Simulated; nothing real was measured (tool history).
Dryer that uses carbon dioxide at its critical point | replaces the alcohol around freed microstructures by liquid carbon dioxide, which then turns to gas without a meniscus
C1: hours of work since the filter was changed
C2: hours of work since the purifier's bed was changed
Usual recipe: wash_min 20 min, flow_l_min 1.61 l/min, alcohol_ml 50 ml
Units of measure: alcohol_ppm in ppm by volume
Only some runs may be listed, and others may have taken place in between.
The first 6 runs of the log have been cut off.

{"run": 7, "day": 2.883, "wash_min": 20, "flow_l_min": 1.61, "alcohol_ml": 118, "C1": 373, "C2": 208, "alcohol_ppm": 101}
{"run": 8, "day": 3.35, "wash_min": 20, "flow_l_min": 1.61, "alcohol_ml": 50, "C1": 376, "C2": 211, "alcohol_ppm": 76}
{"run": 9, "day": 4.096, "wash_min": 20, "flow_l_min": 1.61, "alcohol_ml": 50, "C1": 382, "C2": 217, "alcohol_ppm": 74}
{"run": 10, "day": 4.438, "wash_min": 20, "flow_l_min": 1.61, "alcohol_ml": 50, "C1": 384, "C2": 220, "alcohol_ppm": 75}
{"run": 11, "day": 5.083, "wash_min": 20, "flow_l_min": 1.61, "alcohol_ml": 50, "C1": 389, "C2": 225, "alcohol_ppm": 79}
{"run": 12, "day": 5.775, "wash_min": 20, "flow_l_min": 1.61, "alcohol_ml": 50, "C1": 395, "C2": 230, "alcohol_ppm": 62}
{"run": 13, "day": 6.129, "wash_min": 20, "flow_l_min": 1.61, "alcohol_ml": 50, "C1": 397, "C2": 232, "alcohol_ppm": 77}
{"run": 14, "day": 6.746, "wash_min": 20, "flow_l_min": 1.61, "alcohol_ml": 50, "C1": 402, "C2": 237, "alcohol_ppm": 78}
{"run": 15, "day": 7.104, "wash_min": 20, "flow_l_min": 1.61, "alcohol_ml": 50, "C1": 405, "C2": 240, "alcohol_ppm": 86}
{"run": 16, "day": 7.804, "wash_min": 20, "flow_l_min": 2.36, "alcohol_ml": 50, "C1": 410, "C2": 245, "alcohol_ppm": 60}
{"run": 17, "day": 8.4, "wash_min": 20, "flow_l_min": 2.36, "alcohol_ml": 50, "C1": 414, "C2": 250, "alcohol_ppm": 56}
{"run": 18, "day": 8.95, "wash_min": 20, "flow_l_min": 2.36, "alcohol_ml": 50, "C1": 419, "C2": 254, "alcohol_ppm": 53}
{"run": 19, "day": 9.346, "wash_min": 14, "flow_l_min": 2.61, "alcohol_ml": 30, "C1": 422, "C2": 257, "alcohol_ppm": 64}
{"run": 20, "day": 10.067, "wash_min": 14, "flow_l_min": 2.61, "alcohol_ml": 30, "C1": 427, "C2": 262, "alcohol_ppm": 70}
{"run": 21, "day": 10.708, "wash_min": 28, "flow_l_min": 2.64, "alcohol_ml": 79, "C1": 432, "C2": 267, "alcohol_ppm": 59}
{"run": 22, "day": 11.342, "wash_min": 20, "flow_l_min": 1.09, "alcohol_ml": 71, "C1": 437, "C2": 272, "alcohol_ppm": 300}
{"run": 23, "day": 11.7, "wash_min": 30, "flow_l_min": 2.39, "alcohol_ml": 72, "C1": 439, "C2": 275, "alcohol_ppm": 56}
{"day": 12.012, "done": "inlet filter changed"}
{"run": 24, "day": 12.171, "wash_min": 26, "flow_l_min": 2.39, "alcohol_ml": 67, "C1": 1, "C2": 278, "alcohol_ppm": 66}
{"run": 25, "day": 12.717, "wash_min": 15, "flow_l_min": 1.06, "alcohol_ml": 21, "C1": 5, "C2": 282, "alcohol_ppm": 207}
{"run": 26, "day": 13.05, "wash_min": 15, "flow_l_min": 1.06, "alcohol_ml": 39, "C1": 8, "C2": 284, "alcohol_ppm": 331}
{"run": 27, "day": 13.604, "wash_min": 15, "flow_l_min": 1.06, "alcohol_ml": 39, "C1": 12, "C2": 289, "alcohol_ppm": 341}
{"run": 28, "day": 13.988, "wash_min": 15, "flow_l_min": 1.06, "alcohol_ml": 39, "C1": 15, "C2": 292, "alcohol_ppm": 333}
{"run": 29, "day": 14.675, "wash_min": 15, "flow_l_min": 1.06, "alcohol_ml": 39, "C1": 20, "C2": 297, "alcohol_ppm": 348}
{"run": 30, "day": 15.021, "wash_min": 14, "flow_l_min": 2.66, "alcohol_ml": 50, "C1": 23, "C2": 299, "alcohol_ppm": 70}
{"run": 31, "day": 15.496, "wash_min": 14, "flow_l_min": 2.66, "alcohol_ml": 50, "C1": 26, "C2": 303, "alcohol_ppm": 72}

Run 32 comes next. What will it give?
{"run": 32, "day": 15.983, "wash_min": 14, "flow_l_min": 2.43, "alcohol_ml": 50, "C1": 30, "C2": 307, "alcohol_ppm": "?"}

Run 32 yielded alcohol_ppm 77 ppm by volume.
Minus the tool's unlogged condition, the same run would have read alcohol_ppm 13 ppm by volume.

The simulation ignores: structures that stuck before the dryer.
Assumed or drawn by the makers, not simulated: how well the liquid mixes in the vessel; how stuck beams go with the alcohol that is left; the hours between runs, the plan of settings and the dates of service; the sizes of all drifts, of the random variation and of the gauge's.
